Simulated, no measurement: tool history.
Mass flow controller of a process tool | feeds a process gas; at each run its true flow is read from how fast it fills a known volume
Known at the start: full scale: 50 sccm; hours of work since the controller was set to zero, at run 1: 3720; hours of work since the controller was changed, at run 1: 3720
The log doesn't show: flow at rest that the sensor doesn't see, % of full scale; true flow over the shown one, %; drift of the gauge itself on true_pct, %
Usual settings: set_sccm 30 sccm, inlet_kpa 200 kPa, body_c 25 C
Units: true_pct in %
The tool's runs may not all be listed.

run	hour	set_sccm	inlet_kpa	body_c	hours of work since the controller was set to zero	hours of work since the controller was changed	true_pct
1	0	30	200	25	3720	3720	97
2	75.2	30	200	25	3780	3780	96.92
3	188.2	30	200	25	3870	3870	97.15
4	243.4	30	200	25	3914	3914	97.08
5	343.3	30	200	25	3993	3993	97.1
6	425.4	30	200	25	4058	4058	96.93
7	482.8	30	200	25	4104	4104	96.95
8	536.4	30	270	25	4146	4146	97.4
9	619.4	30	270	25	4212	4212	97.57
10	737.6	30	200	25	4306	4306	96.83
11	861.3	30	200	25	4404	4404	96.83
12	963	30	209	25	4485	4485	96.91
13	1030.2	30	200	29	4538	4538	96.32
14	1124.5	30	200	29	4613	4613	96.21
15	1255.3	30	200	25	4717	4717	96.83
16	1361.7	30	200	25	4801	4801	96.67

Forecast run 17:
17	1442.4	30	200	25	4865	4865	?

Run 17 gave true_pct 96.61 %.
Without the tool's hidden state the same run would have given true_pct 98.96 %.
